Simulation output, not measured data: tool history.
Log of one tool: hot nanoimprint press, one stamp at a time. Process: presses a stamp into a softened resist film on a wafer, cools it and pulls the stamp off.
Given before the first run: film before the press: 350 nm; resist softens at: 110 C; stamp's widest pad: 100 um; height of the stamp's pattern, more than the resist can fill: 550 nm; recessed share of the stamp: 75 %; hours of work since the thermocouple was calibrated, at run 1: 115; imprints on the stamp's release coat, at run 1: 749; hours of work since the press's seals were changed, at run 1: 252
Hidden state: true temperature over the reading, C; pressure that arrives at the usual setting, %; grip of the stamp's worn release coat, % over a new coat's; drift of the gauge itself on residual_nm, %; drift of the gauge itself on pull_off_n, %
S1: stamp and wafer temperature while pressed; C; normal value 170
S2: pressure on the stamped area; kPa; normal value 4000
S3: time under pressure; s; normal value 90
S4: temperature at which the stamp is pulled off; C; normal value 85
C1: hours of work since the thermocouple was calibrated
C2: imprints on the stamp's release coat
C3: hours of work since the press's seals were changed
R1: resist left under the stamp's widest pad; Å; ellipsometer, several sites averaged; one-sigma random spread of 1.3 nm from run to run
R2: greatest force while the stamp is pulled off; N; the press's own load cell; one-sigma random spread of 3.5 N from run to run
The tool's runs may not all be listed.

run 1 day=0 | S1=170 S2=4000 S3=90 S4=85 | C1=115 C2=749 C3=252 | R1=1970 R2=205
run 2 day=3.221 | S1=170 S2=4310 S3=90 S4=85 | C1=151 C2=988 C3=289 | R1=1932 R2=218
run 3 day=5.996 | S1=176 S2=4310 S3=90 S4=85 | C1=183 C2=1194 C3=320 | R1=1416 R2=228
run 4 day=8.758 | S1=176 S2=4310 S3=90 S4=85 | C1=214 C2=1400 C3=351 | R1=1410 R2=236
run 5 day=11.625 | S1=170 S2=4000 S3=90 S4=85 | C1=246 C2=1613 C3=384 | R1=2045 R2=260
-- day=14.458 stamp cleaned and given a new release coat
run 6 day=15.454 | S1=170 S2=4000 S3=90 S4=85 | C1=287 C2=74 C3=425 | R1=2075 R2=173
run 7 day=18.779 | S1=170 S2=4000 S3=90 S4=85 | C1=325 C2=321 C3=462 | R1=2066 R2=177
run 8 day=21.229 | S1=170 S2=4000 S3=90 S4=85 | C1=353 C2=503 C3=490 | R1=2092 R2=192
run 9 day=24.517 | S1=170 S2=4000 S3=90 S4=85 | C1=390 C2=747 C3=527 | R1=2097 R2=213
-- day=25.704 press's hydraulic seals changed and the load cell set to zero
run 10 day=26.638 | S1=170 S2=4000 S3=90 S4=85 | C1=410 C2=880 C3=11 | R1=2072 R2=208
run 11 day=28.35 | S1=170 S2=4000 S3=90 S4=85 | C1=430 C2=1007 C3=30 | R1=2101 R2=218
run 12 day=30.538 | S1=170 S2=4000 S3=90 S4=85 | C1=454 C2=1170 C3=55 | R1=2061 R2=236
run 13 day=32.875 | S1=170 S2=4000 S3=90 S4=85 | C1=481 C2=1343 C3=81 | R1=2100 R2=238
run 14 day=35.492 | S1=170 S2=4000 S3=90 S4=85 | C1=511 C2=1538 C3=111 | R1=2090 R2=264
run 15 day=37.45 | S1=170 S2=4000 S3=90 S4=78 | C1=533 C2=1683 C3=133 | R1=2110 R2=268
-- day=39.262 stamp cleaned and given a new release coat
run 16 day=40.096 | S1=170 S2=4000 S3=90 S4=78 | C1=560 C2=62 C3=160 | R1=2125 R2=187
run 17 day=41.742 | S1=170 S2=4000 S3=90 S4=78 | C1=579 C2=184 C3=179 | R1=2146 R2=184
-- day=43.083 plate thermocouple calibrated
run 18 day=44.604 | S1=170 S2=4000 S3=90 S4=78 | C1=17 C2=387 C3=210 | R1=1900 R2=195
run 19 day=47.254 | S1=178 S2=3840 S3=122 S4=75 | C1=47 C2=584 C3=240 | R1=1163 R2=210
run 20 day=49.112 | S1=174 S2=6220 S3=101 S4=86 | C1=68 C2=722 C3=261 | R1=1200 R2=201
run 21 day=50.85 | S1=160 S2=5400 S3=70 S4=84 | C1=88 C2=851 C3=281 | R1=2831 R2=213
run 22 day=52.717 | S1=160 S2=5400 S3=70 S4=84 | C1=109 C2=990 C3=302 | R1=2852 R2=212
run 23 day=55.629 | S1=170 S2=4000 S3=109 S4=85 | C1=142 C2=1206 C3=335 | R1=1888 R2=227
run 24 day=57.504 | S1=170 S2=4000 S3=109 S4=85 | C1=164 C2=1345 C3=357 | R1=1879 R2=237
run 25 day=60.717 | S1=169 S2=4000 S3=76 S4=85 | C1=200 C2=1584 C3=393 | R1=2184 R2=249
run 26 day=62.625 | S1=166 S2=4830 S3=132 S4=87 | C1=222 C2=1725 C3=415 | R1=2039 R2=255
-- day=64.108 stamp cleaned and given a new release coat
run 27 day=64.525 | S1=166 S2=4830 S3=132 S4=83 | C1=240 C2=31 C3=433 | R1=2055 R2=179
run 28 day=67.196 | S1=172 S2=4000 S3=90 S4=85 | C1=271 C2=229 C3=464 | R1=1840 R2=178
run 29 day=70.121 | S1=170 S2=6350 S3=90 S4=85 | C1=304 C2=446 C3=497 | R1=1615 R2=190

Take each entry between the runs: how does the hidden state at the last listed run before it differ from the hidden state at the first listed run after it?
In the gap between runs 5 and 6: stamp cleaned and given a new release coat (day 14.458)
  true temperature over the reading, C: -0.9 -> -1.02; pressure that arrives at the usual setting, %: 96.71 -> 96.37; grip of the stamp's worn release coat, % over a new coat's: 51.4 -> 2.1
  measured minus no-state result, R1: +123 -> +139 Å; R2: +89 -> +5 N
In the gap between runs 9 and 10: press's hydraulic seals changed and the load cell set to zero (day 25.704)
  true temperature over the reading, C: -1.32 -> -1.39; pressure that arrives at the usual setting, %: 95.47 -> 99.66; grip of the stamp's worn release coat, % over a new coat's: 22.6 -> 26.8
  measured minus no-state result, R1: +177 -> +142 Å; R2: +41 -> +46 N
In the gap between runs 15 and 16: stamp cleaned and given a new release coat (day 39.262)
  true temperature over the reading, C: -1.76 -> -1.84; pressure that arrives at the usual setting, %: 98.63 -> 98.38; grip of the stamp's worn release coat, % over a new coat's: 53.9 -> 1.8
  measured minus no-state result, R1: +191 -> +202 Å; R2: +96 -> +6 N
In the gap between runs 17 and 18: plate thermocouple calibrated (day 43.083)
  true temperature over the reading, C: -1.9 -> 0.12; pressure that arrives at the usual setting, %: 98.22 -> 97.93; grip of the stamp's worn release coat, % over a new coat's: 5.4 -> 11.4
  measured minus no-state result, R1: +211 -> +8 Å; R2: +12 -> +20 N
In the gap between runs 26 and 27: stamp cleaned and given a new release coat (day 64.108)
  true temperature over the reading, C: -0.48 -> -0.53; pressure that arrives at the usual setting, %: 96.11 -> 95.97; grip of the stamp's worn release coat, % over a new coat's: 55.4 -> 0.9
  measured minus no-state result, R1: +98 -> +106 Å; R2: +91 -> +2 N
